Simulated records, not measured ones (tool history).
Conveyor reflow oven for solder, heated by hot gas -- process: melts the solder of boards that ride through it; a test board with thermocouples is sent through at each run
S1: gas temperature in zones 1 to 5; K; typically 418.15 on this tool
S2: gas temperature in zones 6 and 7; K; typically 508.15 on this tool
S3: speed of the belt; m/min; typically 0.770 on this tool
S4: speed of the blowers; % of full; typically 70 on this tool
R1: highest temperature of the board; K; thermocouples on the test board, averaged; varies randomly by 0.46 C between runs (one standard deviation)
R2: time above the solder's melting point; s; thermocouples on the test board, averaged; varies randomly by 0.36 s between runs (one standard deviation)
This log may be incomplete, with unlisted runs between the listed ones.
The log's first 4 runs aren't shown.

Run 5, hour 46.8: usual settings. Result: R1 495.45 K, R2 52.3 s.
Run 6, hour 59.1: usual settings but S2 515.15 K. Result: R1 501.55 K, R2 55.5 s.
Run 7, hour 69.2: usual settings but S3 0.829 m/min. Result: R1 493.95 K, R2 47.2 s.
Run 8, hour 76.6: usual settings but S1 416.15 K. Result: R1 496.55 K, R2 51.9 s.
Run 9, hour 92.5: usual settings but S4 83 % of full. Result: R1 496.95 K, R2 53.3 s.
Run 10, hour 106.3: usual settings but S4 83 % of full. Result: R1 497.55 K, R2 53.1 s.
Run 11, hour 118.5: usual settings but S4 83 % of full. Result: R1 497.05 K, R2 52.9 s.
Run 12, hour 132.9: usual settings but S4 83 % of full. Result: R1 497.35 K, R2 53.6 s.
Run 13, hour 149.0: usual settings but S4 83 % of full. Result: R1 496.65 K, R2 53.9 s.
Run 14, hour 158.6: usual settings but S4 54 % of full. Result: R1 492.85 K, R2 50.6 s.
Run 15, hour 169.4: usual settings. Result: R1 496.05 K, R2 51.5 s.
Run 16, hour 184.3: usual settings but S1 431.15 K, S2 522.15 K, S3 0.885 m/min, S4 71 % of full. Result: R1 506.25 K, R2 53.6 s.
Run 17, hour 196.9: usual settings but S1 416.15 K, S3 0.781 m/min, S4 50 % of full. Result: R1 491.15 K, R2 47.5 s.
Run 18, hour 210.7: usual settings but S1 416.15 K, S3 0.781 m/min, S4 50 % of full. Result: R1 491.15 K, R2 47.9 s.
Run 19, hour 227.0: usual settings but S1 406.15 K, S3 0.758 m/min. Result: R1 494.55 K, R2 48.5 s.

Forecast run 20:
Run 20, hour 242.1: usual settings but S1 407.15 K, S4 74 % of full. Result: R1 ?, R2 ?.

Logged for run 20: R1 494.45 K, R2 48.9 s.
With the hidden condition absent and the run-to-run variation left alone, this run would have shown R1 494.75 K, R2 49.1 s.

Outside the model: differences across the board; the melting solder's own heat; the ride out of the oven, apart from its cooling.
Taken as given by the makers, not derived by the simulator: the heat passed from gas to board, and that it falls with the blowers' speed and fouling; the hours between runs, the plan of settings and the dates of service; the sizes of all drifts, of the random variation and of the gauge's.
